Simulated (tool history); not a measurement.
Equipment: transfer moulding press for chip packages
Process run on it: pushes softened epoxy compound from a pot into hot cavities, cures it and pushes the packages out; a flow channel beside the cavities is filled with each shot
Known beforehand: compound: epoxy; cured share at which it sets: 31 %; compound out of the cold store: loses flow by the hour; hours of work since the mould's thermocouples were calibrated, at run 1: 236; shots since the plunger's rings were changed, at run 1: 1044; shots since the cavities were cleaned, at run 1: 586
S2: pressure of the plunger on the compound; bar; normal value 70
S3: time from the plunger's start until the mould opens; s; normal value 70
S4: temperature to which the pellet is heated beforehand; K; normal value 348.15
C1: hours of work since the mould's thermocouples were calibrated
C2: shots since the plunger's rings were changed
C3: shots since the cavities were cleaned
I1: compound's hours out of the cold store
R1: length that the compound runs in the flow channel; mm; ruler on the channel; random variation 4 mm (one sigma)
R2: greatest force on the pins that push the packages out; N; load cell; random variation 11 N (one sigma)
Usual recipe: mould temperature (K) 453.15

Run 1, hour 0: usual settings; C1 236; C2 1044; C3 586; I1 20.5. Result: R1 652 mm, R2 834 N.
At hour 34: cavities cleaned with cleaning compound and waxed.
Run 2, hour 40: usual settings; C1 252; C2 1481; C3 69; I1 10.6. Result: R1 661 mm, R2 598 N.
Run 3, hour 73.9: usual settings; C1 267; C2 1866; C3 454; I1 24.5. Result: R1 630 mm, R2 765 N.
At hour 120.2: cavities cleaned with cleaning compound and waxed.
Run 4, hour 120.6: usual settings but S4 344.15 K; C1 286; C2 2379; C3 4; I1 40.8. Result: R1 597 mm, R2 518 N.
Run 5, hour 148.4: usual settings but mould temperature (K) 450.15; C1 298; C2 2695; C3 320; I1 8.7. Result: R1 675 mm, R2 906 N.
Run 6, hour 172.8: usual settings but mould temperature (K) 450.15; C1 308; C2 2972; C3 597; I1 29.1. Result: R1 622 mm, R2 1038 N.
Run 7, hour 197.5: usual settings but mould temperature (K) 450.15; C1 318; C2 3253; C3 878; I1 31.7. Result: R1 622 mm, R2 1079 N.
At hour 202.5: cavities cleaned with cleaning compound and waxed.
Run 8, hour 232.3: usual settings; C1 333; C2 3631; C3 338; I1 32.9. Result: R1 605 mm, R2 706 N.
Run 9, hour 262.6: usual settings but mould temperature (K) 447.15; C1 345; C2 3974; C3 681; I1 15.6. Result: R1 662 mm, R2 1303 N.
At hour 285.2: cavities cleaned with cleaning compound and waxed.
Run 10, hour 305.6: usual settings but mould temperature (K) 447.15; C1 363; C2 4446; C3 232; I1 16.8. Result: R1 648 mm, R2 1023 N.
Run 11, hour 334.7: usual settings but mould temperature (K) 452.15, S3 101 s, S4 346.15 K; C1 375; C2 4777; C3 563; I1 34.4. Result: R1 598 mm, R2 551 N.
Run 12, hour 356.1: usual settings but mould temperature (K) 458.15, S2 72.4 bar, S3 81 s; C1 384; C2 5019; C3 805; I1 34.1. Result: R1 599 mm, R2 634 N.
At hour 370.1: cavities cleaned with cleaning compound and waxed.
Run 13, hour 379.7: usual settings but mould temperature (K) 458.15, S2 72.4 bar, S3 81 s; C1 394; C2 5271; C3 109; I1 21.7. Result: R1 625 mm, R2 424 N.
Run 14, hour 411.7: usual settings but mould temperature (K) 450.15; C1 407; C2 5634; C3 472; I1 20.8. Result: R1 628 mm, R2 960 N.
At hour 437.7: plunger's sealing rings changed.
Run 15, hour 442.4: usual settings but mould temperature (K) 450.15; C1 419; C2 53; C3 792; I1 41. Result: R1 619 mm, R2 1021 N.
At hour 455.5: cavities cleaned with cleaning compound and waxed.
Run 16, hour 489.3: usual settings but mould temperature (K) 450.15; C1 438; C2 569; C3 383; I1 9.9. Result: R1 682 mm, R2 985 N.

Forecast each of these 4 alternatives for the next run:
Run A, hour 512.4: usual settings but mould temperature (K) 454.15; C1 448; C2 831; C3 645; I1 29.2. Result: R1 ?, R2 ?.
Run B, hour 512.4: usual settings but S3 57 s; C1 448; C2 831; C3 645; I1 13.4. Result: R1 ?, R2 ?.
Run C, hour 512.4: usual settings but mould temperature (K) 450.15; C1 448; C2 831; C3 645; I1 12.3. Result: R1 ?, R2 ?.
Run D, hour 512.4: usual settings but mould temperature (K) 450.15, S4 342.15 K; C1 448; C2 831; C3 645; I1 47.2. Result: R1 ?, R2 ?.

run   R1    R2
  A  622   786
  B  669  1449
  C  668  1071
  D  599  1022
Without the tool's unlogged condition, the same runs would have read:
run   R1   R2
  A  626  471
  B  674  864
  C  672  635
  D  603  606
